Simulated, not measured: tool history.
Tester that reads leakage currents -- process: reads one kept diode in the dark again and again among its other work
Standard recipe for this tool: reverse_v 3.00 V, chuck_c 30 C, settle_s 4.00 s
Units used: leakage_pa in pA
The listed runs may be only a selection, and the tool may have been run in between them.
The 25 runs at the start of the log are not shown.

run    hour  reverse_v  chuck_c  settle_s  hours of work since the probe card was cleaned  hours of work since the tester was calibrated  hours of work since the chuck was calibrated  leakage_pa
 26  3628.4       7.82       30      4.00                                            3400                                            232                                           267      234.23
 27  3767.2      18.64       28      4.52                                            3471                                            302                                           337      295.82
     3893.1  -- tester calibrated, once more
 28  3958.8      18.64       28      4.52                                            3567                                             33                                           434      301.51
 29  4162.4      18.64       28      4.52                                            3671                                            137                                           537      302.00
 30  4277.7       4.18       24      3.06                                            3730                                            196                                           596      118.63
 31  4474.7       4.18       45      7.38                                            3830                                            296                                           696      551.54
 32  4662.7       4.18       45      7.38                                            3926                                            392                                           792      553.29
     4749.3  -- probe card cleaned and baked
 33  4834.9       1.69       22      2.84                                              44                                            478                                           878       67.46
 34  4961.3       5.58       54      4.00                                             108                                            542                                           943     1136.27
 35  5101.2       5.58       54      4.00                                             179                                            613                                          1014     1141.35
 36  5271.8       3.00       27      7.37                                             266                                            700                                          1101      127.71
 37  5365.8       6.80       29      8.47                                             314                                            748                                          1149      208.51
 38  5465.3       3.76       30      2.04                                             365                                            799                                          1199      175.99
 39  5609.3      11.28       56      3.53                                             438                                            872                                          1273     1724.06

Below are 4 alternative next runs, each starting from the tool's condition after run 39. Predict each:
  A  5812.3       9.83       21      0.61                                             541                                            976                                          1376           ?
  B  5812.3       1.24       25      3.02                                             541                                            976                                          1376           ?
  C  5812.3       9.29       50      4.00                                             541                                            976                                          1376           ?
  D  5812.3       2.95       59      0.44                                             541                                            976                                          1376           ?

run  leakage_pa
  A      133.89
  B       77.36
  C     1074.53
  D     1232.94
Without the tool's hidden state the same runs would have given:
run  leakage_pa
  A      128.37
  B       74.89
  C     1046.65
  D     1204.16
